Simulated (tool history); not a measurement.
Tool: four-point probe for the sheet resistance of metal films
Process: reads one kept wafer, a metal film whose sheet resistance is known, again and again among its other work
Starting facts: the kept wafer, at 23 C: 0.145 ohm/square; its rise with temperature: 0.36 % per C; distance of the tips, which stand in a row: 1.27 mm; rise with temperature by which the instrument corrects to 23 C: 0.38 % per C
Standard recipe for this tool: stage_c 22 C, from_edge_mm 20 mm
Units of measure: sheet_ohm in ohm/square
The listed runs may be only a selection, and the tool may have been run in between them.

Run 1, hour 0: usual settings. Result: sheet_ohm 0.143682 ohm/square.
Run 2, hour 56.6: usual settings. Result: sheet_ohm 0.14361 ohm/square.
Run 3, hour 85.1: usual settings. Result: sheet_ohm 0.143643 ohm/square.
Run 4, hour 127.8: usual settings. Result: sheet_ohm 0.143582 ohm/square.
Run 5, hour 153.4: usual settings but stage_c 35 C. Result: sheet_ohm 0.14314 ohm/square.
Run 6, hour 195.3: usual settings. Result: sheet_ohm 0.14353 ohm/square.
Run 7, hour 222: usual settings. Result: sheet_ohm 0.143486 ohm/square.
Run 8, hour 276.1: usual settings. Result: sheet_ohm 0.143508 ohm/square.
Run 9, hour 319.7: usual settings. Result: sheet_ohm 0.143532 ohm/square.
Run 10, hour 361.9: usual settings. Result: sheet_ohm 0.14347 ohm/square.
Run 11, hour 413.4: usual settings. Result: sheet_ohm 0.143481 ohm/square.
Run 12, hour 463.7: usual settings. Result: sheet_ohm 0.143429 ohm/square.
Run 13, hour 502.3: usual settings. Result: sheet_ohm 0.143413 ohm/square.
Run 14, hour 541.6: usual settings. Result: sheet_ohm 0.143399 ohm/square.
Run 15, hour 578.6: usual settings. Result: sheet_ohm 0.143333 ohm/square.
Run 16, hour 628.7: usual settings. Result: sheet_ohm 0.14333 ohm/square.
Run 17, hour 673.7: usual settings but stage_c 20 C. Result: sheet_ohm 0.143415 ohm/square.
Run 18, hour 710.7: usual settings but from_edge_mm 10 mm. Result: sheet_ohm 0.144137 ohm/square.
Run 19, hour 738.3: usual settings but from_edge_mm 10 mm. Result: sheet_ohm 0.144154 ohm/square.
Run 20, hour 797.6: usual settings but stage_c 27 C, from_edge_mm 3 mm. Result: sheet_ohm 0.155211 ohm/square.
Run 21, hour 844.1: usual settings but stage_c 26 C, from_edge_mm 8 mm. Result: sheet_ohm 0.144653 ohm/square.
Run 22, hour 894.6: usual settings but stage_c 30 C, from_edge_mm 50 mm. Result: sheet_ohm 0.142613 ohm/square.
Run 23, hour 945.8: usual settings but stage_c 33 C, from_edge_mm 58 mm. Result: sheet_ohm 0.142461 ohm/square.
Run 24, hour 994.6: usual settings but from_edge_mm 35 mm. Result: sheet_ohm 0.14294 ohm/square.
Run 25, hour 1044.8: usual settings but stage_c 35 C, from_edge_mm 26 mm. Result: sheet_ohm 0.142496 ohm/square.
At hour 1087: stage's thermometer calibrated.
Run 26, hour 1104.5: usual settings but stage_c 21 C. Result: sheet_ohm 0.143444 ohm/square.
Run 27, hour 1160.5: usual settings but stage_c 31 C, from_edge_mm 14 mm. Result: sheet_ohm 0.14332 ohm/square.
Run 28, hour 1189.4: usual settings but stage_c 31 C, from_edge_mm 14 mm. Result: sheet_ohm 0.143268 ohm/square.
Run 29, hour 1232.2: usual settings but stage_c 31 C, from_edge_mm 14 mm. Result: sheet_ohm 0.143325 ohm/square.
Run 30, hour 1271.3: usual settings but stage_c 24 C. Result: sheet_ohm 0.143203 ohm/square.
Run 31, hour 1323.5: usual settings but stage_c 20 C, from_edge_mm 7 mm. Result: sheet_ohm 0.145546 ohm/square.
Run 32, hour 1359.6: usual settings but stage_c 28 C, from_edge_mm 3 mm. Result: sheet_ohm 0.155145 ohm/square.
Run 33, hour 1396.9: usual settings but from_edge_mm 4 mm. Result: sheet_ohm 0.150241 ohm/square.
Run 34, hour 1432.2: usual settings but stage_c 26 C, from_edge_mm 40 mm. Result: sheet_ohm 0.142802 ohm/square.

Here are 5 independent what-if runs from the current tool condition. What would each one return?
Run A, hour 1489.4: usual settings but stage_c 24 C, from_edge_mm 5 mm. Result: sheet_ohm ?.
Run B, hour 1489.4: usual settings but stage_c 31 C, from_edge_mm 40 mm. Result: sheet_ohm ?.
Run C, hour 1489.4: usual settings but stage_c 19 C, from_edge_mm 7 mm. Result: sheet_ohm ?.
Run D, hour 1489.4: usual settings but stage_c 35 C, from_edge_mm 60 mm. Result: sheet_ohm ?.
Run E, hour 1489.4: usual settings but stage_c 19 C, from_edge_mm 46 mm. Result: sheet_ohm ?.

run  sheet_ohm
  A   0.147574
  B   0.142585
  C   0.145505
  D   0.142427
  E   0.143029
With no hidden state in the tool, these same runs would have given:
run  sheet_ohm
  A   0.149829
  B   0.144768
  C   0.147733
  D   0.144608
  E   0.145221
